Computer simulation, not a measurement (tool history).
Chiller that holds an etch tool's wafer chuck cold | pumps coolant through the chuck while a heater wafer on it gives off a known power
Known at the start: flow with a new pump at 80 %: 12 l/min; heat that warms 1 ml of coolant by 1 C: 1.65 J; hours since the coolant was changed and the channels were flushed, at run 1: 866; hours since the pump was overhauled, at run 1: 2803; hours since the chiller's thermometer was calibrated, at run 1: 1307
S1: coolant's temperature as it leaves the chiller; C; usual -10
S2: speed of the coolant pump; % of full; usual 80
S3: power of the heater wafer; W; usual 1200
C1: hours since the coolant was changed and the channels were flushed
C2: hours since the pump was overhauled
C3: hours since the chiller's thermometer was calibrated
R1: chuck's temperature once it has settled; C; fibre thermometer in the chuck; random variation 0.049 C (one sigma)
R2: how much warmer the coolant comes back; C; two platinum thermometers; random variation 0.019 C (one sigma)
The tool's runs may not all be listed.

run 1 hour=0 | S1=-10 S2=80 S3=1200 | C1=866 C2=2803 C3=1307 | R1=-2.01 R2=3.71
run 2 hour=48.7 | S1=-10 S2=80 S3=1200 | C1=914 C2=2851 C3=1356 | R1=-1.92 R2=3.73
run 3 hour=87.7 | S1=-10 S2=80 S3=1200 | C1=953 C2=2890 C3=1394 | R1=-2.03 R2=3.76
run 4 hour=140.2 | S1=-10 S2=80 S3=1200 | C1=1006 C2=2943 C3=1447 | R1=-2.03 R2=3.77
run 5 hour=171 | S1=-10 S2=80 S3=1200 | C1=1037 C2=2974 C3=1478 | R1=-2.07 R2=3.74
run 6 hour=218.7 | S1=-10 S2=80 S3=1200 | C1=1084 C2=3021 C3=1526 | R1=-2.08 R2=3.75
run 7 hour=260.8 | S1=-10 S2=80 S3=1200 | C1=1126 C2=3063 C3=1568 | R1=-2.02 R2=3.75
run 8 hour=334.5 | S1=-10 S2=80 S3=1200 | C1=1200 C2=3137 C3=1641 | R1=-2.03 R2=3.74
run 9 hour=386.7 | S1=-10 S2=80 S3=1200 | C1=1252 C2=3189 C3=1694 | R1=-2.02 R2=3.72
run 10 hour=460.7 | S1=-10 S2=80 S3=1200 | C1=1326 C2=3263 C3=1768 | R1=-1.89 R2=3.75
run 11 hour=502.4 | S1=-10 S2=80 S3=1200 | C1=1368 C2=3305 C3=1809 | R1=-2.03 R2=3.74
run 12 hour=545.1 | S1=-10 S2=80 S3=1200 | C1=1411 C2=3348 C3=1852 | R1=-1.95 R2=3.72
run 13 hour=586.9 | S1=-10 S2=80 S3=1200 | C1=1453 C2=3390 C3=1894 | R1=-1.96 R2=3.73
run 14 hour=659.5 | S1=-10 S2=80 S3=1200 | C1=1525 C2=3462 C3=1966 | R1=-2.01 R2=3.74
run 15 hour=714.1 | S1=-10 S2=80 S3=1200 | C1=1580 C2=3517 C3=2021 | R1=-2.04 R2=3.77
run 16 hour=767.4 | S1=-16 S2=99 S3=762 | C1=1633 C2=3570 C3=2074 | R1=-11.82 R2=1.86
run 17 hour=841 | S1=-7 S2=67 S3=789 | C1=1707 C2=3644 C3=2148 | R1=-0.81 R2=3.01
run 18 hour=879.8 | S1=-10 S2=94 S3=879 | C1=1746 C2=3683 C3=2187 | R1=-5.04 R2=2.27
run 19 hour=941.1 | S1=-19 S2=76 S3=1451 | C1=1807 C2=3744 C3=2248 | R1=-8.76 R2=4.83
run 20 hour=1008.1 | S1=-15 S2=98 S3=1085 | C1=1874 C2=3811 C3=2315 | R1=-9.07 R2=2.72
run 21 hour=1045.1 | S1=-4 S2=80 S3=1126 | C1=1911 C2=3848 C3=2352 | R1=3.53 R2=3.54
run 22 hour=1077.9 | S1=-4 S2=96 S3=766 | C1=1944 C2=3881 C3=2385 | R1=0.3 R2=1.97
-- hour=1110.1 chiller's thermometer calibrated
run 23 hour=1122.3 | S1=-4 S2=96 S3=766 | C1=1987 C2=3924 C3=12 | R1=0.38 R2=1.96
run 24 hour=1159.1 | S1=-4 S2=96 S3=766 | C1=2024 C2=3961 C3=49 | R1=0.51 R2=1.97
run 25 hour=1196.6 | S1=-10 S2=84 S3=834 | C1=2061 C2=3998 C3=86 | R1=-4.46 R2=2.47
run 26 hour=1241.2 | S1=-10 S2=84 S3=834 | C1=2106 C2=4043 C3=131 | R1=-4.45 R2=2.47
run 27 hour=1277.5 | S1=-10 S2=95 S3=834 | C1=2142 C2=4079 C3=167 | R1=-5.12 R2=2.18
run 28 hour=1308.7 | S1=-7 S2=85 S3=618 | C1=2173 C2=4110 C3=199 | R1=-2.9 R2=1.82

Forecast each of these 3 alternatives for the next run:
run A hour=1356.3 | S1=-10 S2=94 S3=1200 | C1=2221 C2=4158 C3=246 | R1=? R2=?
run B hour=1356.3 | S1=-7 S2=99 S3=901 | C1=2221 C2=4158 C3=246 | R1=? R2=?
run C hour=1356.3 | S1=-1 S2=73 S3=1559 | C1=2221 C2=4158 C3=246 | R1=? R2=?

run=A R1=-2.83 R2=3.18
run=B R1=-1.87 R2=2.23
run=C R1=10.65 R2=5.43
Without the tool's hidden state the same runs would have given:
run=A R1=-3.3 R2=3.05
run=B R1=-2.22 R2=2.14
run=C R1=9.9 R2=5.22

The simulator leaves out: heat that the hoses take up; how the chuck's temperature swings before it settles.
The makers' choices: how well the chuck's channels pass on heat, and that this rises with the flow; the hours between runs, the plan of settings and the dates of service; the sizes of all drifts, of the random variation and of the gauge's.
